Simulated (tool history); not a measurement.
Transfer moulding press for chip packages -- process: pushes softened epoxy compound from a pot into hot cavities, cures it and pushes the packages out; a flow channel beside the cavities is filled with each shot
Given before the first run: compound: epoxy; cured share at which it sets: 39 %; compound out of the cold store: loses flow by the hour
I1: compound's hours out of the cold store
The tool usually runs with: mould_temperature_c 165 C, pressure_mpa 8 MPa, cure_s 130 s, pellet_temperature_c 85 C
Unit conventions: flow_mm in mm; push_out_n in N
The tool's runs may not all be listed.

run 1 hour=0 | mould_temperature_c=165 pressure_mpa=8 cure_s=130 pellet_temperature_c=85 | I1=26.6 | flow_mm=623 push_out_n=676
-- hour=8.8 plunger's sealing rings changed
-- hour=20.8 cavities cleaned with cleaning compound and waxed
run 2 hour=59.4 | mould_temperature_c=165 pressure_mpa=8 cure_s=130 pellet_temperature_c=85 | I1=12.2 | flow_mm=696 push_out_n=558
run 3 hour=101.8 | mould_temperature_c=165 pressure_mpa=8 cure_s=130 pellet_temperature_c=85 | I1=20.7 | flow_mm=688 push_out_n=646
-- hour=122.8 cavities cleaned with cleaning compound and waxed
run 4 hour=149.8 | mould_temperature_c=165 pressure_mpa=8 cure_s=130 pellet_temperature_c=85 | I1=39.1 | flow_mm=656 push_out_n=501
run 5 hour=190.3 | mould_temperature_c=165 pressure_mpa=9.17 cure_s=130 pellet_temperature_c=85 | I1=43.8 | flow_mm=690 push_out_n=631
-- hour=226.6 cavities cleaned with cleaning compound and waxed
run 6 hour=258.3 | mould_temperature_c=165 pressure_mpa=8 cure_s=130 pellet_temperature_c=85 | I1=26.7 | flow_mm=666 push_out_n=512
run 7 hour=320.1 | mould_temperature_c=165 pressure_mpa=8 cure_s=130 pellet_temperature_c=85 | I1=41 | flow_mm=639 push_out_n=697
-- hour=326.7 cavities cleaned with cleaning compound and waxed
run 8 hour=379 | mould_temperature_c=165 pressure_mpa=8 cure_s=130 pellet_temperature_c=81 | I1=25.4 | flow_mm=653 push_out_n=597
run 9 hour=415.3 | mould_temperature_c=165 pressure_mpa=8 cure_s=130 pellet_temperature_c=81 | I1=12.3 | flow_mm=674 push_out_n=706
-- hour=426.3 cavities cleaned with cleaning compound and waxed
run 10 hour=461 | mould_temperature_c=165 pressure_mpa=8 cure_s=130 pellet_temperature_c=85 | I1=32.6 | flow_mm=667 push_out_n=535
-- hour=525.2 cavities cleaned with cleaning compound and waxed
run 11 hour=525.2 | mould_temperature_c=165 pressure_mpa=8 cure_s=130 pellet_temperature_c=85 | I1=44.6 | flow_mm=639 push_out_n=346
-- hour=558.3 mould's thermocouples calibrated
run 12 hour=566.5 | mould_temperature_c=172 pressure_mpa=7.03 cure_s=145 pellet_temperature_c=81 | I1=35 | flow_mm=591 push_out_n=551
-- hour=626.2 cavities cleaned with cleaning compound and waxed
run 13 hour=630.7 | mould_temperature_c=165 pressure_mpa=7.78 cure_s=162 pellet_temperature_c=81 | I1=43.6 | flow_mm=620 push_out_n=370
run 14 hour=672.7 | mould_temperature_c=159 pressure_mpa=9 cure_s=135 pellet_temperature_c=95 | I1=21.8 | flow_mm=701 push_out_n=684
run 15 hour=719.1 | mould_temperature_c=165 pressure_mpa=8 cure_s=143 pellet_temperature_c=75 | I1=16.1 | flow_mm=667 push_out_n=684
-- hour=726.4 cavities cleaned with cleaning compound and waxed
run 16 hour=781.8 | mould_temperature_c=158 pressure_mpa=8 cure_s=124 pellet_temperature_c=75 | I1=38.9 | flow_mm=642 push_out_n=865
-- hour=825 cavities cleaned with cleaning compound and waxed
run 17 hour=849.6 | mould_temperature_c=158 pressure_mpa=8 cure_s=124 pellet_temperature_c=75 | I1=21.5 | flow_mm=666 push_out_n=763
run 18 hour=903.6 | mould_temperature_c=165 pressure_mpa=8 cure_s=126 pellet_temperature_c=90 | I1=11.2 | flow_mm=652 push_out_n=724
-- hour=926 cavities cleaned with cleaning compound and waxed
run 19 hour=938.1 | mould_temperature_c=165 pressure_mpa=8.06 cure_s=130 pellet_temperature_c=85 | I1=25.3 | flow_mm=649 push_out_n=426

Forecast each of these 4 alternatives for the next run:
run A hour=1001.1 | mould_temperature_c=165 pressure_mpa=8.95 cure_s=130 pellet_temperature_c=85 | I1=17.1 | flow_mm=? push_out_n=?
run B hour=1001.1 | mould_temperature_c=165 pressure_mpa=8 cure_s=153 pellet_temperature_c=79 | I1=41 | flow_mm=? push_out_n=?
run C hour=1001.1 | mould_temperature_c=165 pressure_mpa=6.26 cure_s=158 pellet_temperature_c=85 | I1=48 | flow_mm=? push_out_n=?
run D hour=1001.1 | mould_temperature_c=163 pressure_mpa=9.71 cure_s=142 pellet_temperature_c=85 | I1=33.1 | flow_mm=? push_out_n=?

run=A flow_mm=690 push_out_n=663
run=B flow_mm=611 push_out_n=642
run=C flow_mm=534 push_out_n=632
run=D flow_mm=683 push_out_n=652
The same runs, with their run-to-run variation unchanged, on a tool lacking any hidden condition would have given:
run=A flow_mm=739 push_out_n=362
run=B flow_mm=655 push_out_n=350
run=C flow_mm=572 push_out_n=344
run=D flow_mm=732 push_out_n=355

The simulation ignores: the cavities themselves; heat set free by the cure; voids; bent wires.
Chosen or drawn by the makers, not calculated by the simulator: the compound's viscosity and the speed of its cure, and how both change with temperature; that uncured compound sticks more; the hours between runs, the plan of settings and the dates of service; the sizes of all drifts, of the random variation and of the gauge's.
